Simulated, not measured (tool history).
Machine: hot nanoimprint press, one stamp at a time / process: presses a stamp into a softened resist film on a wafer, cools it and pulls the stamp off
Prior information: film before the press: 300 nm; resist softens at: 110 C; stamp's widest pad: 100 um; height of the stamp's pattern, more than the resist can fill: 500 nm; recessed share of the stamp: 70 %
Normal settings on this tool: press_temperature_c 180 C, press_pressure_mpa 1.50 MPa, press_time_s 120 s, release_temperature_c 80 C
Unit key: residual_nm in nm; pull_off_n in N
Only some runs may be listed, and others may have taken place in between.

| run | hour | press_temperature_c | press_pressure_mpa | press_time_s | release_temperature_c | residual_nm | pull_off_n |
|---|---|---|---|---|---|---|---|
| 1 | 0.0 | 180 | 1.50 | 120 | 80 | 156.0 | 221 |
| 2 | 28.5 | 180 | 1.50 | 120 | 80 | 156.8 | 219 |
| 3 | 84.1 | 180 | 1.50 | 120 | 80 | 156.2 | 222 |
|  | 105.0 | press's hydraulic seals changed and the load cell set to zero |
| 4 | 137.1 | 180 | 1.50 | 120 | 80 | 155.8 | 223 |
| 5 | 185.0 | 180 | 1.03 | 120 | 80 | 183.2 | 221 |
| 6 | 222.5 | 180 | 1.03 | 120 | 80 | 184.1 | 220 |
| 7 | 252.2 | 180 | 1.03 | 120 | 80 | 183.8 | 221 |
|  | 263.7 | stamp cleaned and given a new release coat |
| 8 | 288.2 | 180 | 1.03 | 120 | 80 | 183.2 | 224 |
| 9 | 342.9 | 180 | 1.85 | 120 | 78 | 141.5 | 227 |
| 10 | 370.9 | 180 | 1.85 | 120 | 78 | 141.8 | 230 |
| 11 | 432.3 | 170 | 1.50 | 132 | 80 | 219.0 | 221 |
| 12 | 468.3 | 170 | 1.50 | 132 | 80 | 218.5 | 221 |
| 13 | 502.4 | 170 | 1.50 | 132 | 80 | 219.1 | 221 |
| 14 | 555.9 | 170 | 1.50 | 132 | 80 | 218.3 | 224 |

Predict each of these 3 candidate next runs independently; none follows another, all start after run 14:
| A | 593.4 | 190 | 1.97 | 109 | 80 | ? | ? |
| B | 593.4 | 180 | 2.25 | 120 | 66 | ? | ? |
| C | 593.4 | 170 | 1.50 | 230 | 68 | ? | ? |

| run | residual_nm | pull_off_n |
|---|---|---|
| A | 93.8 | 215 |
| B | 128.4 | 264 |
| C | 190.1 | 256 |
Stripped of hidden state, with their random variation kept, the same runs would have yielded:
| run | residual_nm | pull_off_n |
|---|---|---|
| A | 93.7 | 215 |
| B | 128.2 | 263 |
| C | 189.9 | 255 |
